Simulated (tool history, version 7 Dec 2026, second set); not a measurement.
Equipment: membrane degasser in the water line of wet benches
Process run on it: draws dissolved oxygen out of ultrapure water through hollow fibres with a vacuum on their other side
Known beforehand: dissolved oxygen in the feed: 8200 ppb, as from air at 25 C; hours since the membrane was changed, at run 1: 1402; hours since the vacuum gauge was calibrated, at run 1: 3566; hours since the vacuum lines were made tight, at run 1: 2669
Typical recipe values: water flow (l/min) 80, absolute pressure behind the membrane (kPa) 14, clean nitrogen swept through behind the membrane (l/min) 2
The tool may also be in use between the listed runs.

run,hour,water flow (l/min),absolute pressure behind the membrane (kPa),clean nitrogen swept through behind the membrane (l/min),hours since the membrane was changed,hours since the vacuum gauge was calibrated,hours since the vacuum lines were made tight,dissolved oxygen in the water behind the degasser (ppb),pressure that the water loses in the fibres (kPa)
1,0,80,14,2,1402,3566,2669,816.6,36.17
2,26.9,80,14,2,1429,3592,2696,813.6,36.41
3,76.4,80,23.1,2,1479,3642,2745,1371.7,36.6
4,118.3,96,23.1,2,1520,3684,2787,1588.2,43.65
5,165.3,96,23.1,2,1567,3731,2834,1572.5,43.53
6,216.4,96,23.1,2,1619,3782,2885,1582.4,43.86
7,251,96,23.1,2,1653,3817,2920,1579.4,43.97
8,298.4,96,23.1,2,1700,3864,2967,1583.9,43.71
9,321,116,31.4,5.23,1723,3887,2990,1215.5,53.03
10,348,80,9.4,3.86,1750,3914,3017,289.8,36.56
11,391.3,80,31.2,5.33,1793,3957,3060,876.3,36.66
12,442.7,80,31.2,5.33,1845,4008,3112,880.4,36.37
13,467,121,9.6,2.39,1869,4033,3136,625.3,55.22

Predict each of these 5 candidate next runs independently; none follows another, all start after run 13:
A,491.1,54,9.6,3.67,1893,4057,3160,?,?
B,491.1,115,12.2,0.85,1893,4057,3160,?,?
C,491.1,80,28.1,2,1893,4057,3160,?,?
D,491.1,107,27.6,2.39,1893,4057,3160,?,?
E,491.1,80,9.1,1.79,1893,4057,3160,?,?

run,dissolved oxygen in the water behind the degasser (ppb),pressure that the water loses in the fibres (kPa)
A,220.4,24.77
B,1514.6,52.55
C,1665.8,36.47
D,1786.3,48.7
E,514.1,36.51
With the hidden condition removed and each run's random variation left untouched, the same runs would have given:
run,dissolved oxygen in the water behind the degasser (ppb),pressure that the water loses in the fibres (kPa)
A,213.2,24.36
B,1486.2,51.68
C,1653.3,35.86
D,1772.7,47.89
E,497.2,35.9
